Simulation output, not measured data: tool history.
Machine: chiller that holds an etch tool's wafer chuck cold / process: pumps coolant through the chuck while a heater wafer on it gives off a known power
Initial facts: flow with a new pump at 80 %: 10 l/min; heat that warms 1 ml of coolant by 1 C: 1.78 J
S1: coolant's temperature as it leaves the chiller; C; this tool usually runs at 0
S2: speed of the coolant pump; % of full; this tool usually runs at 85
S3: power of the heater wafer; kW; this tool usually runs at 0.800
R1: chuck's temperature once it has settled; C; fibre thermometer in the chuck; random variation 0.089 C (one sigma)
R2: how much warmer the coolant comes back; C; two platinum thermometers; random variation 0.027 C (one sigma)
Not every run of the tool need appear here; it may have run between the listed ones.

run      day  S1  S2     S3     R1    R2
  1    0.000   0  85  0.800   6.37  2.52
  2    4.296   0  85  0.800   6.42  2.54
  3   10.196   0  85  0.800   6.42  2.58
  4   14.671   0  85  0.800   6.38  2.54
  5   18.242   0  85  0.800   6.45  2.48
  6   25.592   0  85  0.800   6.34  2.55
  7   29.212   0  85  0.787   6.45  2.51
  8   37.204   0  85  0.787   6.46  2.51
  9   41.567   0  85  0.634   5.08  2.03
 10   49.033   0  85  0.634   4.98  2.08
 11   53.433   0  85  0.634   4.86  2.02
 12   56.762   4  85  0.800  10.51  2.57
 13   60.767   4  85  0.800  10.55  2.53
 14   66.217   4  85  0.800  10.48  2.54
 15   71.192  -1  81  0.805   5.77  2.70
 16   76.583   5  69  1.109  15.38  4.37
 17   82.275   5  69  1.109  15.35  4.38
 18   87.921   5  69  1.109  15.63  4.36
 19   93.275   5  69  1.109  15.42  4.36
 20  101.117  -3  73  0.453   1.18  1.63
 21  106.362  -2  71  0.686   4.49  2.61
 22  114.371   0  75  0.753   6.80  2.76
 23  120.383   0  85  0.441   3.78  1.44

Withheld: 2 entries from between the runs. Position of each, and hidden state at the listed run before versus the listed run after:
Runs 7 to 8: coolant changed, channels flushed (day 36.708)
  heat passed by the chuck's channels, % of clean ones': 99.5 -> 100; drift of the gauge itself on chuck_c, C: 0.06 -> 0.07
  measured result minus the result with no hidden state, R1: +0.08 -> +0.08 C
Runs 18 to 19: chiller's thermometer calibrated (day 89.325)
  coolant's true temperature over the reading, C: -0.01 -> 0; drift of the gauge itself on chuck_c, C: 0.17 -> 0.18
  measured result minus the result with no hidden state, R1: +0.20 -> +0.21 C
